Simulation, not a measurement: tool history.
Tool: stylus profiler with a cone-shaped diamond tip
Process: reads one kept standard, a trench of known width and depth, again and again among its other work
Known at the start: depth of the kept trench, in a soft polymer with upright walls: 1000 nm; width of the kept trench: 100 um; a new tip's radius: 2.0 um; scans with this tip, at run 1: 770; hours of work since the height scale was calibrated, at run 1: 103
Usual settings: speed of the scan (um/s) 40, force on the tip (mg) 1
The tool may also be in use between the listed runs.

run   hour  speed of the scan (um/s)  force on the tip (mg)  scans with this tip  hours of work since the height scale was calibrated  depth of the trench (angstrom)  width of the trench's floor (nm)
  1      0                        40                      1                  770                                                  103                         10085.5                             95940
  2   28.4                        40                      1                  887                                                  118                         10092.4                             95880
  3   74.9                        40                      1                 1079                                                  144                         10091.1                             95860
  4  108.4                        40                   2.42                 1218                                                  162                           10163                             95860
  5  137.1                        40                   2.42                 1336                                                  178                           10159                             95800
  6  166.9                        40                   2.42                 1459                                                  195                         10163.9                             95870
  7  201.9                        40                      1                 1604                                                  214                         10092.4                             95660
  8  243.4                       115                      1                 1776                                                  237                         10098.5                             95030
  9  265.6                       115                      1                 1867                                                  249                         10094.9                             95060
 10  316.3                       115                      1                 2077                                                  277                         10097.1                             94990
 11  367.1                        40                      1                 2287                                                  305                         10103.5                             95510
 12    399                        40                      1                 2418                                                  322                         10099.4                             95460
 13    432                        40                      1                 2555                                                  341                         10099.3                             95370
 14  482.8                        26                   0.86                 2765                                                  369                         10094.9                             95480
 15    515                        33                    0.4                 2898                                                  386                         10067.2                             95270
 16  559.3                        33                    0.4                 3081                                                  411                         10069.1                             95200
 17  588.8                        13                   0.37                 3203                                                  427                         10064.5                             95460
 18  619.4                        57                   0.57                 3329                                                  444                         10081.8                             95040
 19  670.6                        43                   1.59                 3541                                                  472                         10139.2                             95270
 20  705.9                        12                   0.95                 3686                                                  491                         10106.3                             95350
 21  740.2                        12                   0.95                 3828                                                  510                         10109.7                             95330
 22  763.2                        12                   0.95                 3923                                                  523                           10107                             95250
 23  813.4                        15                   0.53                 4131                                                  551                         10080.1                             95200
 24  861.7                        14                   1.67                 4330                                                  577                         10147.3                             95230
 25  900.3                        35                   0.72                 4490                                                  599                         10095.7                             94950
 26  936.4                        10                   2.96                 4639                                                  618                         10201.8                             95170

3 ways to go on from here, each from the tool as it stands after run 26. What would each give?
  A   969                        52                   1.75                 4774                                                  636                               ?                                 ?
  B   969                        40                   2.99                 4774                                                  636                               ?                                 ?
  C   969                        12                   0.74                 4774                                                  636                               ?                                 ?

run  depth of the trench (angstrom)  width of the trench's floor (nm)
  A                         10152.8                             94910
  B                         10202.9                             95010
  C                         10102.5                             95060
Without the tool's hidden state the same runs would have given:
run  depth of the trench (angstrom)  width of the trench's floor (nm)
  A                         10119.5                             96260
  B                         10169.4                             96350
  C                         10069.3                             96410

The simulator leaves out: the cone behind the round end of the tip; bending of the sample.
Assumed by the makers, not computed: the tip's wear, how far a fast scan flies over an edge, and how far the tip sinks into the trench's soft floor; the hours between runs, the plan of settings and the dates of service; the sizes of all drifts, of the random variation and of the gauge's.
